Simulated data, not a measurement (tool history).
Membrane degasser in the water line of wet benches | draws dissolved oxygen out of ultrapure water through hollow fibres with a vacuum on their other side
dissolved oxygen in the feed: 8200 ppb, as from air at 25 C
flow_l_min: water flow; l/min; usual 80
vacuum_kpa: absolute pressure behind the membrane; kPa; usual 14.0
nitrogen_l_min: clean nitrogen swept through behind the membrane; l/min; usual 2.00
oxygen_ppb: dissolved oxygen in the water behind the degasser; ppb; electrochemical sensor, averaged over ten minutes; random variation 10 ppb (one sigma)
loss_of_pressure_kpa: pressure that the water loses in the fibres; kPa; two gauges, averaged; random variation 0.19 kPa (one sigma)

run    hour  flow_l_min  vacuum_kpa  nitrogen_l_min  oxygen_ppb  loss_of_pressure_kpa
  1     0.0          80        14.0            2.00      1051.0                 40.86
  2   105.9          80        14.0            2.00      1047.2                 40.78
  3   327.1          55        14.0            2.00       691.7                 28.52
  4   482.5          55        14.0            2.00       685.4                 27.88
  5   595.0          55        14.0            2.00       687.8                 28.15
  6   799.4          80        14.0            2.00      1058.8                 41.06
  7  1008.9          80        14.0            2.00      1054.7                 41.47
  8  1174.5          80        14.0            2.00      1055.6                 41.33
  9  1281.7          80        14.0            2.00      1052.7                 41.51
 10  1416.8          80        14.0            2.00      1062.0                 41.50
 11  1616.2          80        14.0            2.00      1047.2                 40.94

Forecast run 12:
 12  1811.3          63        14.5            2.99           ?                     ?

Run 12 gave oxygen_ppb 643.9 ppb, loss_of_pressure_kpa 32.73 kPa.
Without the tool's hidden state the same run would have given oxygen_ppb 632.4 ppb, loss_of_pressure_kpa 32.32 kPa.

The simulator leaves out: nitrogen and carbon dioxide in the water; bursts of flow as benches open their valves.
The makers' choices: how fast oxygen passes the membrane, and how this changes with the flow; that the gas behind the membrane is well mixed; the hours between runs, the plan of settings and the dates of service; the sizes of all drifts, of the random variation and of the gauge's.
